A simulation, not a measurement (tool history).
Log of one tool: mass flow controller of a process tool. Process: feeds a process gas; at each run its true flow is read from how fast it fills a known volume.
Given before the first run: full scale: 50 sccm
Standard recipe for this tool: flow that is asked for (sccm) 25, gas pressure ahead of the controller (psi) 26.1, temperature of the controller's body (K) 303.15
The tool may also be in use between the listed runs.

run      day  flow that is asked for (sccm)  gas pressure ahead of the controller (psi)  temperature of the controller's body (K)  true flow (%)
  1        0                             25                                        26.1                                    303.15          99.18
  2     17.4                             25                                        26.1                                    303.15          98.89
  3   25.883                             25                                        26.1                                    303.15          98.77
  4   38.254                             25                                        26.1                                    303.15          98.84
  5   45.862                             25                                        26.1                                    303.15          98.74
  6   56.125                             25                                        26.1                                    295.15          98.01
  7   64.196                             25                                        26.1                                    303.15          98.53
  8   75.425                             25                                        26.1                                    303.15          98.24
  9   87.504                             25                                        26.1                                    298.15          97.84
 10   96.696                             25                                        26.1                                    298.15          97.82
 11   108.05                             20                                        26.1                                    303.15          97.68
 12  125.008                             20                                        26.1                                    303.15          97.56
 13  135.829                             25                                        26.1                                    293.15          96.89
 14   150.85                             25                                        26.1                                    303.15           97.6
 15  166.108                             25                                        26.1                                    303.15          97.38
 16  179.204                             13                                        33.6                                    297.15          96.42
     192.725  -- controller's zero set anew
 17  193.262                             13                                        26.1                                    303.15          96.53
 18  209.192                              6                                        28.6                                    310.15           96.4
 19  226.046                              6                                        26.1                                    310.15          96.25
 20  243.029                              6                                        26.1                                    310.15          96.14
     250.425  -- gauge calibrated
 21  253.721                              6                                        26.1                                    310.15          98.71
 22  262.083                              6                                        26.1                                    310.15          98.62
 23  277.675                             24                                        29.3                                    296.15          98.35
 24  289.517                             25                                        26.1                                    304.15          98.71
 25  302.683                             10                                        33.8                                    304.15          98.02
 26  312.667                              7                                        34.8                                    294.15          97.31
 27  327.304                             25                                        24.4                                    305.15          98.42
 28  337.771                             33                                        24.4                                    310.15          99.02
 29  348.558                             15                                        24.4                                    294.15          97.02

Here are 3 independent what-if runs from the current tool condition. What would each one return?
  A  356.758                              7                                        23.6                                    294.15              ?
  B  356.758                             17                                        24.4                                    294.15              ?
  C  356.758                             37                                        39.7                                    303.15              ?

run  true flow (%)
  A          96.51
  B          96.95
  C          98.66
The same runs, with their run-to-run variation unchanged, on a tool lacking any hidden condition would have given:
run  true flow (%)
  A          97.66
  B          98.12
  C          99.86
